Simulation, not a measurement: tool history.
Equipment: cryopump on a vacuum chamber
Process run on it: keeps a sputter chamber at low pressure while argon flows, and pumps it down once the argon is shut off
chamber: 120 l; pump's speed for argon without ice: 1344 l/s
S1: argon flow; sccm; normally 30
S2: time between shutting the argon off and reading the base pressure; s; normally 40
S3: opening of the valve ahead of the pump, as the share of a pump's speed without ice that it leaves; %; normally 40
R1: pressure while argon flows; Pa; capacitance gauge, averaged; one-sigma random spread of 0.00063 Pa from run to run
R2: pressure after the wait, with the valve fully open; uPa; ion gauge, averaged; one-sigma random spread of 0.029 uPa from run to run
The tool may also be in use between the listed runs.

| run | hour | S1 | S2 | S3 | R1 | R2 |
|---|---|---|---|---|---|---|
| 1 | 0 | 30 | 40 | 40 | 0.1048 | 1.63 |
| 2 | 22.4 | 30 | 40 | 40 | 0.1064 | 1.63 |
| 3 | 54.9 | 30 | 40 | 40 | 0.1076 | 1.72 |
| 4 | 100.4 | 30 | 40 | 40 | 0.1071 | 1.74 |
| 5 | 148.7 | 30 | 40 | 40 | 0.1076 | 1.71 |
| 6 | 168.9 | 30 | 40 | 40 | 0.1079 | 1.73 |
|  | 194.9 | pump warmed up, emptied and cooled again |
| 7 | 215.8 | 14 | 40 | 40 | 0.0446 | 1.61 |
| 8 | 243.6 | 14 | 40 | 40 | 0.044 | 1.58 |
| 9 | 281.5 | 14 | 40 | 40 | 0.0452 | 1.69 |
| 10 | 319.4 | 29 | 176 | 20 | 0.1849 | 0.74 |
| 11 | 363.2 | 23 | 109 | 16 | 0.1829 | 0.85 |
| 12 | 406.9 | 14 | 266 | 26 | 0.0695 | 0.66 |
| 13 | 440.4 | 12 | 78 | 18 | 0.0848 | 1.09 |
| 14 | 464.5 | 59 | 250 | 37 | 0.2058 | 0.67 |
| 15 | 485.5 | 21 | 40 | 21 | 0.1277 | 1.66 |

Alternative continuations, all from the tool just after run 15; predict every row:
| A | 531.9 | 55 | 278 | 49 | ? | ? |
| B | 531.9 | 13 | 134 | 21 | ? | ? |
| C | 531.9 | 30 | 53 | 31 | ? | ? |
| D | 531.9 | 14 | 38 | 22 | ? | ? |
| E | 531.9 | 34 | 40 | 21 | ? | ? |

| run | R1 | R2 |
|---|---|---|
| A | 0.1468 | 0.7 |
| B | 0.0791 | 0.93 |
| C | 0.1243 | 1.39 |
| D | 0.0823 | 1.8 |
| E | 0.2072 | 1.72 |
With the hidden condition removed and each run's random variation left untouched, the same runs would have given:
| run | R1 | R2 |
|---|---|---|
| A | 0.1403 | 0.39 |
| B | 0.0776 | 0.62 |
| C | 0.1208 | 1.09 |
| D | 0.0806 | 1.5 |
| E | 0.2032 | 1.41 |
